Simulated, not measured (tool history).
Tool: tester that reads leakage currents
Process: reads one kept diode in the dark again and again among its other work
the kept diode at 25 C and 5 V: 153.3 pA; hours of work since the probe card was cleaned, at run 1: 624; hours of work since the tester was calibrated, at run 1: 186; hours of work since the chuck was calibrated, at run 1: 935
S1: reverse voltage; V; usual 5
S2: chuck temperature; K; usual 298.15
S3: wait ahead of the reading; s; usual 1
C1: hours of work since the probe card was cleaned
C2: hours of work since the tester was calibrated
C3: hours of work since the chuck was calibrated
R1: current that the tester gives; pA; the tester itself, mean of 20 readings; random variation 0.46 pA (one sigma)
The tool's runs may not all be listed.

run    hour    S1      S2    S3    C1    C2    C3       R1
  1       0     5  298.15     1   624   186   935   165.31
  2    65.5     5  298.15     1   671   233   982   165.89
  3   162.2     5  298.15     1   741   303  1052   166.86
  4   235.8     5  298.15     1   794   356  1105   167.87
  5   321.4     5  298.15     1   856   418  1167   169.28
  6   403.1     5  298.15     1   915   477  1226   170.08
  7   490.1     5  298.15     1   977   539  1289   171.75
  8   554.9     5  298.15     1  1024   586  1336   172.01
  9     607     5  298.15     1  1062   624  1373   171.73
 10   683.2     5  298.15     1  1117   679  1428   172.99
 11   759.1     5  298.15     1  1172   733  1483   174.51
 12   807.7     5  298.15     1  1207   769  1518   175.25
      837.1  -- probe card cleaned and baked
 13     873     5  298.15     1    26   813  1563   163.66
 14   921.6     5  298.15     1    61   849  1598    164.3
 15   985.9     5  305.15     1   107   895  1644   318.87
 16  1059.8  1.04  305.15     1   161   948  1698    182.9
 17  1132.7  1.04  305.15     1   213  1001  1750   184.05
 18  1188.7  8.44  298.15     1   254  1041  1791   202.61
     1194.9  -- chuck's temperature calibrated
 19  1242.3  8.44  298.15     1   291  1079    34   211.82
 20  1337.5     5  303.15     1   360  1147   103   278.88
 21    1428     5  303.15     1   425  1213   168   281.28
 22  1488.5  1.49  307.15   2.2   469  1256   212   262.59
     1519.1  -- chuck's temperature calibrated, once more
 23  1580.7  1.49  307.15   2.2   534  1321    44   236.37
 24  1632.4  1.49  307.15   2.2   571  1359    82   235.67
 25  1715.8   1.4  295.15  8.22   631  1419   142    74.86
 26  1781.2   1.4  295.15  8.22   678  1466   189    75.04
 27  1838.1   1.4  295.15  8.22   719  1507   230    75.55
 28  1928.4   1.4  309.15  8.22   785  1572   295   279.18
 29  1978.8   1.4  309.15  8.22   821  1609   332   281.53
 30  2070.1   1.4  309.15  8.22   887  1674   398   282.12
 31  2152.7     5  298.15  3.03   947  1734   457   166.03
 32  2243.3  9.72  316.15  3.03  1012  1799   523  1049.62
 33  2330.6  4.23  311.15  9.87  1075  1863   586    504.5
 34  2383.1  1.39  309.15  5.92  1113  1900   624   283.48
 35  2478.2     5  317.15  9.56  1181  1969   692   906.42
     2538.5  -- probe card cleaned and baked
 36  2541.2     5  317.15  9.56     2  2012   735   890.98
 37  2614.8     5  317.15  9.56    55  2065   789   898.38
 38    2691     5  317.15  9.56   110  2120   844   901.83
 39  2769.6     5  317.15  1.13   167  2177   900   902.81

The same runs without the tool's hidden state, with the same run-to-run variation:
The hidden state here: stray current of the dirty probe card, pA a volt; current scale over the true one, %; true chuck temperature over the reading, C; drift of the gauge itself on leakage_pa, %.
run       R1
  1   154.14
  2   153.92
  3   153.78
  4    153.9
  5   154.21
  6   154.04
  7   154.53
  8   154.06
  9   153.22
 10   153.51
 11   154.05
 12   154.15
 13    153.6
 14   153.65
 15   298.55
 16    171.1
 17   171.67
 18   184.71
 19   186.31
 20   247.83
 21   248.72
 22   234.62
 23   235.23
 24   234.07
 25    72.93
 26    72.81
 27    73.07
 28   274.64
 29   276.43
 30   276.05
 31   154.13
 32  1012.44
 33    485.4
 34   274.12
 35   873.31
 36   867.68
 37   872.52
 38   873.33
 39   871.77

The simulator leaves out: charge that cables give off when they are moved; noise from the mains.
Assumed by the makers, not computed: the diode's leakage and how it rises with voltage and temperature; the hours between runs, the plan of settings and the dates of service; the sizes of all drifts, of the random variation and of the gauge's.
